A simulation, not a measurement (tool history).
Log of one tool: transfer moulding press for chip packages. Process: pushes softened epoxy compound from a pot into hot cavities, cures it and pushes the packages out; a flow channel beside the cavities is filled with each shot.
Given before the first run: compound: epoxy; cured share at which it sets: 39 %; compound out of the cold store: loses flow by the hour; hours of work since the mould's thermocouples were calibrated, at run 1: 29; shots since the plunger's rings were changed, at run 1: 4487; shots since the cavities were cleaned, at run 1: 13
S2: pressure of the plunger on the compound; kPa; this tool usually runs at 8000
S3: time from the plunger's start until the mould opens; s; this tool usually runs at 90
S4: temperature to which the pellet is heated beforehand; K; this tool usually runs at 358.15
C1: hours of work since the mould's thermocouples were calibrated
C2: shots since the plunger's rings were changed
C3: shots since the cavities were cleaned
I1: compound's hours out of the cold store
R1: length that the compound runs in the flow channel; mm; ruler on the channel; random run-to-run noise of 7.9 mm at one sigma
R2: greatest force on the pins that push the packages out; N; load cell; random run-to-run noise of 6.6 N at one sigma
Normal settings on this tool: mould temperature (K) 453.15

run 1 hour=0 | mould_temperature_(K)=453.15 S2=8000 S3=90 S4=358.15 | C1=29 C2=4487 C3=13 | I1=13 | R1=839 R2=263
-- hour=42.6 plunger's sealing rings changed
run 2 hour=42.6 | mould_temperature_(K)=453.15 S2=8000 S3=90 S4=358.15 | C1=60 C2=0 C3=570 | I1=44.6 | R1=784 R2=363
-- hour=69.6 cavities cleaned with cleaning compound and waxed
run 3 hour=86.3 | mould_temperature_(K)=453.15 S2=8000 S3=90 S4=358.15 | C1=92 C2=586 C3=231 | I1=32.4 | R1=815 R2=311
-- hour=136.6 cavities cleaned with cleaning compound and waxed
run 4 hour=138.5 | mould_temperature_(K)=453.15 S2=8000 S3=90 S4=358.15 | C1=132 C2=1291 C3=27 | I1=43.4 | R1=750 R2=262
run 5 hour=172.9 | mould_temperature_(K)=453.15 S2=8000 S3=90 S4=358.15 | C1=158 C2=1768 C3=504 | I1=37.9 | R1=779 R2=347
-- hour=204.5 cavities cleaned with cleaning compound and waxed
run 6 hour=220.1 | mould_temperature_(K)=453.15 S2=8000 S3=90 S4=356.15 | C1=193 C2=2403 C3=217 | I1=29.6 | R1=796 R2=310
run 7 hour=264.9 | mould_temperature_(K)=453.15 S2=8000 S3=90 S4=356.15 | C1=228 C2=3026 C3=840 | I1=36.7 | R1=753 R2=386
-- hour=271.7 cavities cleaned with cleaning compound and waxed
run 8 hour=294.5 | mould_temperature_(K)=453.15 S2=8000 S3=90 S4=356.15 | C1=250 C2=3416 C3=317 | I1=21.8 | R1=826 R2=321
-- hour=340 cavities cleaned with cleaning compound and waxed
run 9 hour=340.1 | mould_temperature_(K)=453.15 S2=8000 S3=90 S4=358.15 | C1=284 C2=4029 C3=3 | I1=39.3 | R1=743 R2=254
run 10 hour=390 | mould_temperature_(K)=453.15 S2=8000 S3=96 S4=356.15 | C1=322 C2=4721 C3=695 | I1=40.3 | R1=716 R2=364
-- hour=405.5 cavities cleaned with cleaning compound and waxed
-- hour=417.5 plunger's sealing rings changed
run 11 hour=437.4 | mould_temperature_(K)=453.15 S2=8000 S3=90 S4=361.15 | C1=355 C2=277 C3=408 | I1=43 | R1=772 R2=338
-- hour=474 cavities cleaned with cleaning compound and waxed
run 12 hour=487.6 | mould_temperature_(K)=453.15 S2=8000 S3=90 S4=361.15 | C1=393 C2=954 C3=189 | I1=43.7 | R1=767 R2=308
run 13 hour=525.2 | mould_temperature_(K)=453.15 S2=8000 S3=90 S4=361.15 | C1=422 C2=1477 C3=712 | I1=30.7 | R1=800 R2=389
-- hour=539.8 cavities cleaned with cleaning compound and waxed
run 14 hour=577.9 | mould_temperature_(K)=447.15 S2=8790 S3=90 S4=364.15 | C1=461 C2=2187 C3=529 | I1=11.4 | R1=964 R2=504
-- hour=608.7 cavities cleaned with cleaning compound and waxed
run 15 hour=615.9 | mould_temperature_(K)=447.15 S2=6320 S3=92 S4=364.15 | C1=490 C2=2694 C3=100 | I1=17.5 | R1=782 R2=371
-- hour=639.2 mould's thermocouples calibrated
run 16 hour=647.4 | mould_temperature_(K)=447.15 S2=6320 S3=92 S4=364.15 | C1=6 C2=3104 C3=510 | I1=46.6 | R1=661 R2=452
-- hour=679.4 cavities cleaned with cleaning compound and waxed
run 17 hour=693.8 | mould_temperature_(K)=453.15 S2=8000 S3=75 S4=358.15 | C1=41 C2=3727 C3=199 | I1=27.9 | R1=796 R2=417
run 18 hour=727.4 | mould_temperature_(K)=453.15 S2=8000 S3=75 S4=358.15 | C1=67 C2=4194 C3=666 | I1=9.2 | R1=860 R2=533

5 options for the next run, each taken on its own from the tool as it stands now. Forecast them:
-- hour=747 cavities cleaned with cleaning compound and waxed
run A hour=763.9 | mould_temperature_(K)=453.15 S2=8000 S3=90 S4=349.15 | C1=94 C2=4680 C3=235 | I1=13 | R1=? R2=?
-- hour=747 cavities cleaned with cleaning compound and waxed
run B hour=763.9 | mould_temperature_(K)=453.15 S2=8000 S3=86 S4=358.15 | C1=94 C2=4680 C3=235 | I1=12.5 | R1=? R2=?
-- hour=747 cavities cleaned with cleaning compound and waxed
run C hour=763.9 | mould_temperature_(K)=453.15 S2=8000 S3=90 S4=354.15 | C1=94 C2=4680 C3=235 | I1=39.9 | R1=? R2=?
-- hour=747 cavities cleaned with cleaning compound and waxed
run D hour=763.9 | mould_temperature_(K)=447.15 S2=8510 S3=75 S4=362.15 | C1=94 C2=4680 C3=235 | I1=35.9 | R1=? R2=?
-- hour=747 cavities cleaned with cleaning compound and waxed
run E hour=763.9 | mould_temperature_(K)=458.15 S2=8000 S3=82 S4=358.15 | C1=94 C2=4680 C3=235 | I1=37.9 | R1=? R2=?

run=A R1=831 R2=319
run=B R1=844 R2=329
run=C R1=723 R2=313
run=D R1=777 R2=595
run=E R1=708 R2=290
Without the tool's hidden state the same runs would have given:
run=A R1=920 R2=264
run=B R1=935 R2=271
run=C R1=800 R2=258
run=D R1=860 R2=494
run=E R1=784 R2=239
